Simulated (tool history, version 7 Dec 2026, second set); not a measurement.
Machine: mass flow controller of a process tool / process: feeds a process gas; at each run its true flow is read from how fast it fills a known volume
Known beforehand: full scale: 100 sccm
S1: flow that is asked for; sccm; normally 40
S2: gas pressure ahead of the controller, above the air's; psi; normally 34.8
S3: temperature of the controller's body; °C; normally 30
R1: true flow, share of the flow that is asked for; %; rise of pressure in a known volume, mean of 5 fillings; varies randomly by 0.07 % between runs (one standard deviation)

{"run": 1, "hour": 0.0, "S1": 40, "S2": 34.8, "S3": 30, "R1": 98.02}
{"run": 2, "hour": 353.3, "S1": 40, "S2": 34.8, "S3": 30, "R1": 98.04}
{"run": 3, "hour": 654.6, "S1": 40, "S2": 34.8, "S3": 30, "R1": 98.09}
{"hour": 978.0, "done": "controller's zero set anew"}
{"run": 4, "hour": 978.0, "S1": 40, "S2": 34.8, "S3": 30, "R1": 96.12}
{"run": 5, "hour": 1307.1, "S1": 40, "S2": 34.8, "S3": 30, "R1": 95.88}
{"run": 6, "hour": 1563.5, "S1": 13, "S2": 34.8, "S3": 30, "R1": 95.51}
{"run": 7, "hour": 1917.1, "S1": 40, "S2": 34.8, "S3": 36, "R1": 96.62}
{"run": 8, "hour": 2142.7, "S1": 65, "S2": 34.8, "S3": 30, "R1": 96.61}
{"run": 9, "hour": 2378.2, "S1": 83, "S2": 34.8, "S3": 22, "R1": 96.34}
{"run": 10, "hour": 2568.7, "S1": 40, "S2": 33.6, "S3": 30, "R1": 95.95}
{"run": 11, "hour": 2936.6, "S1": 40, "S2": 33.6, "S3": 30, "R1": 95.87}

Below are 4 alternative next runs, each starting from the tool's condition after run 11. Predict each:
{"run": "A", "hour": 3256.8, "S1": 97, "S2": 36.7, "S3": 37, "R1": "?"}
{"run": "B", "hour": 3256.8, "S1": 13, "S2": 36.5, "S3": 32, "R1": "?"}
{"run": "C", "hour": 3256.8, "S1": 14, "S2": 34.8, "S3": 30, "R1": "?"}
{"run": "D", "hour": 3256.8, "S1": 67, "S2": 21.5, "S3": 21, "R1": "?"}

run=A R1=98
run=B R1=95.9
run=C R1=95.65
run=D R1=95.7
Without the tool's hidden state the same runs would have given:
run=A R1=101.04
run=B R1=98.1
run=C R1=97.93
run=D R1=98.69
